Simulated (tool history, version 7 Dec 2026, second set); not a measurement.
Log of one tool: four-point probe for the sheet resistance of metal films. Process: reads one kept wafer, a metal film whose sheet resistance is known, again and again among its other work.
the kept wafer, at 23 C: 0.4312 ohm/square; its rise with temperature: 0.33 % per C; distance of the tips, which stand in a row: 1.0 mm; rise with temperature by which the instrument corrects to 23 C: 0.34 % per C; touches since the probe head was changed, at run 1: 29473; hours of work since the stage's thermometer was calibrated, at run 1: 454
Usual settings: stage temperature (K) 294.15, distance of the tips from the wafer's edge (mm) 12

run,day,stage temperature (K),distance of the tips from the wafer's edge (mm),touches since the probe head was changed,hours of work since the stage's thermometer was calibrated,sheet resistance as the instrument gives it (ohm/square)
1,0.000,294.15,12,29473,454,0.431428
2,1.292,296.15,12,30424,471,0.431341
3,2.879,296.15,12,31591,491,0.431282
4,3.854,294.15,12,32308,503,0.431336
5,5.104,294.15,12,33227,519,0.431333
6,6.512,294.15,12,34265,537,0.431365
7,7.958,294.15,12,35327,555,0.431471
8,8.925,294.15,12,36039,567,0.431427
9,9.954,294.15,12,36794,580,0.431359
10,11.454,295.15,21,37898,599,0.430408
11,12.388,295.15,21,38586,611,0.430127
12,13.279,295.15,21,39240,623,0.430096
13,14.033,295.15,21,39795,632,0.430149
14,15.012,303.15,9,40514,645,0.431910
15,15.992,303.15,9,41236,657,0.431986
16,16.900,294.15,8,41903,669,0.433160
17,17.692,294.15,50,42485,679,0.429744
18,19.250,295.15,20,43632,698,0.430059

Forecast each of these 3 alternatives for the next run:
A,19.958,301.15,4,44153,707,?
B,19.958,303.15,12,44153,707,?
C,19.958,294.15,12,44153,707,?

run,sheet resistance as the instrument gives it (ohm/square)
A,0.443247
B,0.430713
C,0.431203
Without the tool's hidden state the same runs would have given:
run,sheet resistance as the instrument gives it (ohm/square)
A,0.445047
B,0.432468
C,0.432956

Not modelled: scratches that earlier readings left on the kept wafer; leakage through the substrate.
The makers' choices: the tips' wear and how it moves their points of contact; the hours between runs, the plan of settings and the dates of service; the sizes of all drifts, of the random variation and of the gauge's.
